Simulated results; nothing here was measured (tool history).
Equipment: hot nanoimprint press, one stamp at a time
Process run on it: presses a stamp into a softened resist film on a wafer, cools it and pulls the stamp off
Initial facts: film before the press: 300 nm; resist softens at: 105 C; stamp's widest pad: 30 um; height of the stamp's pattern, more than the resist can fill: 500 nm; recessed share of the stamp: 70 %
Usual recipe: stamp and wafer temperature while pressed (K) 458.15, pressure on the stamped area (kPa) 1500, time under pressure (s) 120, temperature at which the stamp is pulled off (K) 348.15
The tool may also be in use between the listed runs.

run,hour,stamp and wafer temperature while pressed (K),pressure on the stamped area (kPa),time under pressure (s),temperature at which the stamp is pulled off (K),resist left under the stamp's widest pad (angstrom),greatest force while the stamp is pulled off (N)
1,0.0,458.15,1500,120,348.15,1106,145
2,29.7,458.15,1500,120,348.15,1095,145
3,56.9,458.15,1500,120,348.15,1100,147
4,77.2,458.15,1500,120,348.15,1097,145
# hour 82.9: plate thermocouple calibrated
5,111.6,454.15,1500,120,348.15,1326,156
6,141.1,454.15,1500,120,348.15,1318,158
7,169.5,454.15,1500,120,348.15,1321,154
8,187.8,454.15,1500,120,348.15,1328,153
9,226.3,454.15,1500,120,348.15,1330,161
10,257.4,454.15,1500,120,345.15,1321,164
11,289.0,454.15,1500,120,345.15,1321,174
12,314.3,458.15,1500,141,348.15,1060,166
13,353.2,458.15,1500,120,346.15,1125,167
14,369.9,458.15,1500,120,346.15,1134,163
15,395.7,458.15,1500,120,346.15,1121,177
16,419.1,458.15,1280,132,346.15,1172,176
17,455.2,458.15,1160,120,348.15,1261,181
18,478.1,447.15,1960,105,348.15,1606,178
19,516.4,447.15,1960,105,348.15,1580,181
20,537.6,447.15,1160,105,348.15,1881,177
21,564.8,458.15,1500,120,350.15,1126,183
22,583.6,458.15,1500,120,350.15,1115,180
23,608.5,458.15,1500,120,350.15,1130,185
24,649.6,456.15,2310,120,352.15,994,180
25,689.5,450.15,2310,170,339.15,1089,209
# hour 711.9: stamp cleaned and given a new release coat
26,714.8,464.15,970,170,336.15,952,152
27,742.6,464.15,960,170,342.15,947,148
28,772.2,451.15,1140,94,349.15,1742,139
29,793.5,458.15,900,120,348.15,1377,141
30,828.8,463.15,2070,134,348.15,766,144

Here are 4 independent what-if runs from the current tool condition. What would each one return?
A,850.7,449.15,1610,129,348.15,?,?
B,850.7,458.15,2070,154,341.15,?,?
C,850.7,456.15,2070,134,343.15,?,?
D,850.7,463.15,2070,198,348.15,?,?

run,resist left under the stamp's widest pad (angstrom),greatest force while the stamp is pulled off (N)
A,1456,144
B,860,148
C,988,151
D,641,144
The same runs, with their run-to-run variation unchanged, on a tool lacking any hidden condition would have given:
run,resist left under the stamp's widest pad (angstrom),greatest force while the stamp is pulled off (N)
A,1491,136
B,871,140
C,1002,143
D,648,136
